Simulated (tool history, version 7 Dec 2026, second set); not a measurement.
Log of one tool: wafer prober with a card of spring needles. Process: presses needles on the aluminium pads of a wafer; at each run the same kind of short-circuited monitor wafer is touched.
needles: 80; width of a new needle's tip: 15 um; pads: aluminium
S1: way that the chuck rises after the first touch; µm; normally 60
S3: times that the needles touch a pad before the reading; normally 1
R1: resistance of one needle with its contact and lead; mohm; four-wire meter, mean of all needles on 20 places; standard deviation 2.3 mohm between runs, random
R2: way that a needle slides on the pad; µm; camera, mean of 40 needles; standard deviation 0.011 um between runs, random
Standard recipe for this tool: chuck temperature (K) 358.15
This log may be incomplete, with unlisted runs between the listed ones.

{"run": 1, "hour": 0.0, "S1": 60, "chuck temperature (K)": 358.15, "S3": 1, "R1": 257, "R2": 8.95}
{"hour": 14.5, "done": "tips cleaned on abrasive film"}
{"hour": 27.9, "done": "tips cleaned on abrasive film"}
{"run": 2, "hour": 31.5, "S1": 60, "chuck temperature (K)": 358.15, "S3": 1, "R1": 262, "R2": 8.98}
{"hour": 41.5, "done": "tips cleaned on abrasive film"}
{"run": 3, "hour": 51.1, "S1": 60, "chuck temperature (K)": 358.15, "S3": 1, "R1": 258, "R2": 9.01}
{"hour": 55.4, "done": "tips cleaned on abrasive film"}
{"hour": 58.0, "done": "height of the first contact set anew"}
{"hour": 69.4, "done": "tips cleaned on abrasive film"}
{"hour": 82.7, "done": "tips cleaned on abrasive film"}
{"run": 4, "hour": 82.7, "S1": 60, "chuck temperature (K)": 358.15, "S3": 1, "R1": 257, "R2": 9}
{"hour": 95.5, "done": "tips cleaned on abrasive film"}
{"run": 5, "hour": 101.9, "S1": 60, "chuck temperature (K)": 358.15, "S3": 1, "R1": 257, "R2": 8.99}
{"hour": 110.1, "done": "tips cleaned on abrasive film"}
{"run": 6, "hour": 121.0, "S1": 60, "chuck temperature (K)": 358.15, "S3": 1, "R1": 261, "R2": 9}
{"hour": 124.1, "done": "tips cleaned on abrasive film"}
{"hour": 137.3, "done": "tips cleaned on abrasive film"}
{"run": 7, "hour": 148.8, "S1": 60, "chuck temperature (K)": 317.15, "S3": 1, "R1": 247, "R2": 9.04}
{"hour": 151.1, "done": "tips cleaned on abrasive film"}
{"hour": 164.3, "done": "tips cleaned on abrasive film"}
{"hour": 179.4, "done": "tips cleaned on abrasive film"}
{"run": 8, "hour": 179.7, "S1": 60, "chuck temperature (K)": 317.15, "S3": 1, "R1": 250, "R2": 9.01}
{"hour": 193.6, "done": "tips cleaned on abrasive film"}
{"hour": 206.4, "done": "tips cleaned on abrasive film"}
{"run": 9, "hour": 206.4, "S1": 60, "chuck temperature (K)": 317.15, "S3": 1, "R1": 247, "R2": 9.04}
{"hour": 221.4, "done": "tips cleaned on abrasive film"}
{"hour": 234.6, "done": "tips cleaned on abrasive film"}
{"run": 10, "hour": 238.0, "S1": 61, "chuck temperature (K)": 358.15, "S3": 1, "R1": 257, "R2": 9.21}
{"hour": 248.4, "done": "tips cleaned on abrasive film"}
{"hour": 261.9, "done": "tips cleaned on abrasive film"}
{"run": 11, "hour": 268.2, "S1": 61, "chuck temperature (K)": 358.15, "S3": 1, "R1": 258, "R2": 9.2}
{"hour": 275.1, "done": "tips cleaned on abrasive film"}
{"hour": 277.2, "done": "height of the first contact set anew"}
{"hour": 288.3, "done": "tips cleaned on abrasive film"}
{"run": 12, "hour": 298.2, "S1": 61, "chuck temperature (K)": 358.15, "S3": 2, "R1": 259, "R2": 9.2}
{"hour": 303.2, "done": "tips cleaned on abrasive film"}
{"hour": 316.5, "done": "tips cleaned on abrasive film"}
{"run": 13, "hour": 320.0, "S1": 60, "chuck temperature (K)": 358.15, "S3": 1, "R1": 258, "R2": 9.07}
{"hour": 330.9, "done": "tips cleaned on abrasive film"}
{"run": 14, "hour": 341.5, "S1": 60, "chuck temperature (K)": 387.15, "S3": 1, "R1": 268, "R2": 9.08}
{"hour": 344.7, "done": "tips cleaned on abrasive film"}
{"hour": 359.4, "done": "tips cleaned on abrasive film"}
{"hour": 372.9, "done": "tips cleaned on abrasive film"}
{"run": 15, "hour": 377.4, "S1": 60, "chuck temperature (K)": 387.15, "S3": 1, "R1": 266, "R2": 9.07}
{"hour": 385.8, "done": "tips cleaned on abrasive film"}
{"hour": 399.1, "done": "tips cleaned on abrasive film"}
{"run": 16, "hour": 404.8, "S1": 56, "chuck temperature (K)": 387.15, "S3": 1, "R1": 267, "R2": 8.49}
{"hour": 413.1, "done": "tips cleaned on abrasive film"}
{"hour": 425.9, "done": "tips cleaned on abrasive film"}
{"hour": 439.8, "done": "tips cleaned on abrasive film"}
{"run": 17, "hour": 439.8, "S1": 56, "chuck temperature (K)": 387.15, "S3": 1, "R1": 269, "R2": 8.49}
{"hour": 453.2, "done": "tips cleaned on abrasive film"}
{"run": 18, "hour": 465.8, "S1": 56, "chuck temperature (K)": 387.15, "S3": 2, "R1": 271, "R2": 8.5}
{"hour": 468.4, "done": "tips cleaned on abrasive film"}
{"hour": 482.6, "done": "tips cleaned on abrasive film"}
{"run": 19, "hour": 491.7, "S1": 48, "chuck temperature (K)": 313.15, "S3": 2, "R1": 255, "R2": 7.29}
{"hour": 496.3, "done": "tips cleaned on abrasive film"}
{"hour": 496.6, "done": "height of the first contact set anew"}
{"hour": 510.4, "done": "tips cleaned on abrasive film"}
{"run": 20, "hour": 517.6, "S1": 48, "chuck temperature (K)": 313.15, "S3": 2, "R1": 253, "R2": 7.3}
{"hour": 525.2, "done": "tips cleaned on abrasive film"}
{"hour": 539.1, "done": "tips cleaned on abrasive film"}
{"run": 21, "hour": 548.7, "S1": 47, "chuck temperature (K)": 379.15, "S3": 1, "R1": 270, "R2": 7.15}
{"hour": 553.2, "done": "tips cleaned on abrasive film"}
{"hour": 566.4, "done": "tips cleaned on abrasive film"}
{"hour": 580.2, "done": "tips cleaned on abrasive film"}
{"run": 22, "hour": 584.0, "S1": 47, "chuck temperature (K)": 379.15, "S3": 1, "R1": 273, "R2": 7.17}
{"hour": 593.5, "done": "tips cleaned on abrasive film"}
{"hour": 609.2, "done": "tips cleaned on abrasive film"}
{"run": 23, "hour": 613.4, "S1": 72, "chuck temperature (K)": 324.15, "S3": 1, "R1": 240, "R2": 10.99}

Predict the results of run 24:
{"hour": 622.1, "done": "tips cleaned on abrasive film"}
{"hour": 635.9, "done": "tips cleaned on abrasive film"}
{"run": 24, "hour": 636.7, "S1": 58, "chuck temperature (K)": 332.15, "S3": 2, "R1": "?", "R2": "?"}

{"run 24": {"R1": 252, "R2": 8.85}}
Minus the tool's unlogged condition, the same run would have read R1 251 mohm, R2 8.68 µm.
